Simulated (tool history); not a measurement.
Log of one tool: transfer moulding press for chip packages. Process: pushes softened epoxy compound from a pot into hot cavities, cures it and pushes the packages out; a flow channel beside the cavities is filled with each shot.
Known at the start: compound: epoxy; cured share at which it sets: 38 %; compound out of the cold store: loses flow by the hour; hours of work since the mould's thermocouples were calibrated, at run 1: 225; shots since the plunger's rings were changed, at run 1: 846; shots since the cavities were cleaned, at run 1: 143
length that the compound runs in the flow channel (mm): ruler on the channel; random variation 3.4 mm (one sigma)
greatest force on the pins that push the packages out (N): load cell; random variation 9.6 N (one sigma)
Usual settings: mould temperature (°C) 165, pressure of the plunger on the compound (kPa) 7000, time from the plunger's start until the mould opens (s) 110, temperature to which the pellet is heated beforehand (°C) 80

run   hour  mould temperature (°C)  pressure of the plunger on the compound (kPa)  time from the plunger's start until the mould opens (s)  temperature to which the pellet is heated beforehand (°C)  hours of work since the mould's thermocouples were calibrated  shots since the plunger's rings were changed  shots since the cavities were cleaned  incoming compound's hours out of the cold store  length that the compound runs in the flow channel (mm)  greatest force on the pins that push the packages out (N)
  1      0                     165                                           7000                                                      110                                                         80                                                            225                                           846                                    143                                             34.7                                                     732                                                        524
      43.4  -- cavities cleaned with cleaning compound and waxed
  2   49.7                     172                                           7000                                                      110                                                         80                                                            245                                          1154                                     40                                             47.9                                                     662                                                        418
  3   90.4                     172                                           7000                                                      110                                                         89                                                            262                                          1414                                    300                                               46                                                     665                                                        530
     108.3  -- cavities cleaned with cleaning compound and waxed
  4  124.8                     165                                           7000                                                      110                                                         80                                                            276                                          1625                                    106                                             41.3                                                     693                                                        506
  5  167.2                     165                                           7000                                                      110                                                         80                                                            293                                          1896                                    377                                             41.1                                                     694                                                        665
     175.3  -- cavities cleaned with cleaning compound and waxed
  6  198.5                     165                                           7000                                                      110                                                         80                                                            306                                          2086                                    148                                             42.6                                                     682                                                        512
     239.7  -- cavities cleaned with cleaning compound and waxed
  7  242.3                     165                                           7000                                                      121                                                         80                                                            323                                          2356                                     16                                             12.2                                                     795                                                        415
  8  271.7                     165                                           7000                                                      110                                                         80                                                            336                                          2544                                    204                                             27.8                                                     727                                                        589
     304.6  -- cavities cleaned with cleaning compound and waxed
  9  312.4                     165                                           7000                                                      110                                                         80                                                            352                                          2794                                     50                                             32.1                                                     708                                                        467
 10  336.2                     165                                           5670                                                      110                                                         80                                                            362                                          2946                                    202                                             40.1                                                     608                                                        564
 11  362.6                     165                                           7280                                                      110                                                         80                                                            373                                          3115                                    371                                              8.2                                                     815                                                        683
     370.7  -- cavities cleaned with cleaning compound and waxed
 12    401                     157                                           6090                                                      110                                                         80                                                            388                                          3351                                    193                                             28.1                                                     691                                                        938
 13  433.6                     157                                           6090                                                      110                                                         80                                                            402                                          3559                                    401                                             46.7                                                     629                                                        984
     437.7  -- cavities cleaned with cleaning compound and waxed
 14  467.4                     157                                           6090                                                      110                                                         80                                                            415                                          3765                                    189                                             13.4                                                     747                                                        982
     503.3  -- cavities cleaned with cleaning compound and waxed
 15    504                     157                                           6090                                                      110                                                         80                                                            430                                          3990                                      5                                             43.6                                                     634                                                        677
     511.8  -- plunger's sealing rings changed
 16  533.1                     165                                           7000                                                      110                                                         73                                                            441                                           136                                    175                                             35.7                                                     740                                                        558
     571.5  -- cavities cleaned with cleaning compound and waxed
 17  587.2                     165                                           7000                                                      110                                                         73                                                            463                                           472                                    100                                             19.8                                                     793                                                        505
 18  625.6                     165                                           7000                                                      110                                                         73                                                            479                                           717                                    345                                             10.1                                                     828                                                        617
     636.2  -- cavities cleaned with cleaning compound and waxed
 19  677.4                     166                                           6030                                                      149                                                         70                                                            500                                          1038                                    262                                             30.3                                                     688                                                        521

4 ways to go on from here, each from the tool as it stands after run 19. What would each give?
     704.5  -- cavities cleaned with cleaning compound and waxed
  A  714.4                     165                                           7000                                                      110                                                         80                                                            515                                          1265                                     63                                             36.5                                                       ?                                                          ?
     704.5  -- cavities cleaned with cleaning compound and waxed
  B  714.4                     165                                           7000                                                      110                                                         75                                                            515                                          1265                                     63                                              9.9                                                       ?                                                          ?
     704.5  -- cavities cleaned with cleaning compound and waxed
  C  714.4                     166                                           5790                                                      149                                                         78                                                            515                                          1265                                     63                                             17.6                                                       ?                                                          ?
     704.5  -- cavities cleaned with cleaning compound and waxed
  D  714.4                     166                                           6030                                                      149                                                         84                                                            515                                          1265                                     63                                             13.1                                                       ?                                                          ?

run  length that the compound runs in the flow channel (mm)  greatest force on the pins that push the packages out (N)
  A                                                     717                                                        463
  B                                                     822                                                        519
  C                                                     710                                                        423
  D                                                     741                                                        430
Without the tool's hidden state the same runs would have given:
run  length that the compound runs in the flow channel (mm)  greatest force on the pins that push the packages out (N)
  A                                                     737                                                        421
  B                                                     845                                                        475
  C                                                     730                                                        378
  D                                                     761                                                        386
